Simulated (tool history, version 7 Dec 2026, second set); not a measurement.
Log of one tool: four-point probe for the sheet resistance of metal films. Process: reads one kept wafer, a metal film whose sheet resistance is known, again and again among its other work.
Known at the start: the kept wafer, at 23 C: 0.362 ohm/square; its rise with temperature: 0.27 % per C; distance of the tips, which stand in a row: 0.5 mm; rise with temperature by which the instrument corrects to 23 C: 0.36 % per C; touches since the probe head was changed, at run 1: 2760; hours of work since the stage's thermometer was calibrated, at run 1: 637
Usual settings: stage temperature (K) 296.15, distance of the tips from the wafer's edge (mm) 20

run,hour,stage temperature (K),distance of the tips from the wafer's edge (mm),touches since the probe head was changed,hours of work since the stage's thermometer was calibrated,sheet resistance as the instrument gives it (ohm/square)
1,0.0,296.15,20,2760,637,0.360580
2,44.0,296.15,20,3275,656,0.360719
3,87.1,296.15,20,3781,675,0.360478
4,140.7,296.15,20,4408,698,0.360292
5,178.6,296.15,20,4852,715,0.360590
6,214.1,296.15,20,5268,730,0.360468
7,245.1,296.15,20,5631,744,0.360360
8,279.3,296.15,3,6031,759,0.365738
9,320.1,296.15,3,6510,777,0.365593
10,384.7,293.15,8,7266,805,0.361922
11,425.5,293.15,31,7745,823,0.361395
# hour 430.0: stage's thermometer calibrated
12,459.6,293.15,31,8139,13,0.361162
13,502.6,302.15,69,8642,32,0.358260
14,538.1,300.15,69,9058,47,0.358929
# hour 587.3: stage's thermometer calibrated, once more
15,589.3,301.15,11,9652,1,0.359148
16,632.5,297.15,4,10158,20,0.362918

3 ways to go on from here, each from the tool as it stands after run 16. What would each give?
A,664.8,296.15,4,10536,34,?
B,664.8,294.15,8,10536,34,?
C,664.8,295.15,26,10536,34,?

run,sheet resistance as the instrument gives it (ohm/square)
A,0.363325
B,0.361637
C,0.360668
Without the tool's hidden state the same runs would have given:
run,sheet resistance as the instrument gives it (ohm/square)
A,0.365047
B,0.363351
C,0.362378

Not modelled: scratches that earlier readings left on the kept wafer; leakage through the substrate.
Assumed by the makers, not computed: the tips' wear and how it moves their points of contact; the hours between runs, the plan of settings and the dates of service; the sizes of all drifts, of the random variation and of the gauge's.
